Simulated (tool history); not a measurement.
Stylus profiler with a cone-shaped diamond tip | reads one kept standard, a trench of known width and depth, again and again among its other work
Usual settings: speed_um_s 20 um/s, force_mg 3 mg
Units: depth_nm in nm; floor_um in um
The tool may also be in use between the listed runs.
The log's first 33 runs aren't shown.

run     day  speed_um_s  force_mg  depth_nm  floor_um
 34  36.792          12      6.82    1028.3     15.95
 35  38.133          14      1.23   1009.02     15.75
 36  39.379          14      1.23   1009.02      15.7
 37  40.742          14      1.23   1009.97     15.64
 38  41.546          13      5.71   1025.58     15.57
 39      43          13      5.65   1025.21     15.46
 40  44.062          12      2.59   1015.51     15.42
 41  44.712          25      3.93   1020.19      15.3

Forecast each of these 3 alternatives for the next run:
  A  46.108          29      5.29         ?         ?
  B  46.108          36       2.8         ?         ?
  C  46.108          25      5.04         ?         ?

run  depth_nm  floor_um
  A   1024.44     15.18
  B   1016.32     15.07
  C   1023.49     15.15
Without the tool's hidden state the same runs would have given:
run  depth_nm  floor_um
  A    1023.3     16.42
  B   1015.18     16.31
  C   1022.34      16.4
